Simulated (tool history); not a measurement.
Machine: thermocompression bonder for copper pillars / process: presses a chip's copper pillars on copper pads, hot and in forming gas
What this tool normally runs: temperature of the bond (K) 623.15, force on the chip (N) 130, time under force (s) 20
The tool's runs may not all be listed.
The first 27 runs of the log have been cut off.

run,hour,temperature of the bond (K),force on the chip (N),time under force (s),hours of work since the heater was calibrated,hours of work since the force cell was calibrated,hours of work since the gas filter was changed,force that shears a chip off (N)
28,265.4,631.15,130,20,259,13,37,80.6
29,273.9,608.15,138,20,265,19,43,69.6
30,280.7,608.15,138,20,269,23,48,70.0
31,293.1,649.15,138,26,278,32,56,102.0
32,303.8,649.15,138,26,285,39,63,101.7
33,313.1,633.15,142,20,291,46,70,87.4
# hour 317.9: force cell calibrated, once more
34,326.6,642.15,148,55,300,6,78,117.0
35,338.6,642.15,148,55,308,14,86,117.3
36,344.7,606.15,139,20,312,18,90,66.2
37,351.4,606.15,186,10,317,23,95,67.3
38,358.5,649.15,148,20,322,28,100,97.2
39,371.7,602.15,179,23,331,37,109,82.8

Branching from run 39: 5 alternative next runs. What would each branch give?
A,386.0,627.15,149,38,340,47,119,?
B,386.0,639.15,130,20,340,47,119,?
C,386.0,647.15,97,18,340,47,119,?
D,386.0,623.15,83,19,340,47,119,?
E,386.0,623.15,151,11,340,47,119,?

run,force that shears a chip off (N)
A,100.2
B,82.0
C,65.3
D,45.7
E,67.3
With the hidden condition removed and each run's random variation left untouched, the same runs would have given:
run,force that shears a chip off (N)
A,102.8
B,84.4
C,67.3
D,47.3
E,69.5

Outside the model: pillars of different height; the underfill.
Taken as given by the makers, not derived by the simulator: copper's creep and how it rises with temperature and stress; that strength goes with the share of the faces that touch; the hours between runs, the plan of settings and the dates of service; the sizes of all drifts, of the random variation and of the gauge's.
